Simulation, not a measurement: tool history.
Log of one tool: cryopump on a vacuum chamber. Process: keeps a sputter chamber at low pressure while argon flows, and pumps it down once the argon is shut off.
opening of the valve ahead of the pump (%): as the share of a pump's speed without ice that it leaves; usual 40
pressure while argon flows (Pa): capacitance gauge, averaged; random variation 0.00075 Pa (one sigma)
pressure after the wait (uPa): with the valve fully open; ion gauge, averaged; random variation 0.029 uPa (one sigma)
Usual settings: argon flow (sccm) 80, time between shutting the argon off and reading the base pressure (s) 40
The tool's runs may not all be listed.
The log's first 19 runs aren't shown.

run	hour	argon flow (sccm)	time between shutting the argon off and reading the base pressure (s)	opening of the valve ahead of the pump (%)	pressure while argon flows (Pa)	pressure after the wait (uPa)
20	552.4	52	63	41	0.0913	1.15
21	589.4	145	32	22	0.4683	1.92
22	607.2	145	32	22	0.4708	1.98
23	634.9	151	156	44	0.2502	0.66
24	657.4	58	156	25	0.1667	0.7
25	679.3	80	67	40	0.1455	1.12
26	716.1	80	67	40	0.1468	1.09
27	749.9	80	67	40	0.1484	1.13
# hour 791: pump warmed up, emptied and cooled again
28	792.6	80	67	40	0.1394	1.11
29	827.2	126	207	20	0.4374	0.63
30	864.3	126	207	20	0.4402	0.66
31	896.8	122	166	50	0.1733	0.71
32	933.6	58	40	31	0.1307	1.72
33	967	58	257	43	0.0967	0.67
34	987.8	80	292	24	0.2367	0.6
35	1014.6	64	40	28	0.1634	1.71

Forecast each of these 3 alternatives for the next run:
A	1033.4	64	132	30	?	?
B	1033.4	74	40	15	?	?
C	1033.4	48	229	40	?	?

run	pressure while argon flows (Pa)	pressure after the wait (uPa)
A	0.1528	0.81
B	0.3471	1.74
C	0.0865	0.66
Without the tool's hidden state the same runs would have given:
run	pressure while argon flows (Pa)	pressure after the wait (uPa)
A	0.1495	0.48
B	0.3434	1.42
C	0.0841	0.34
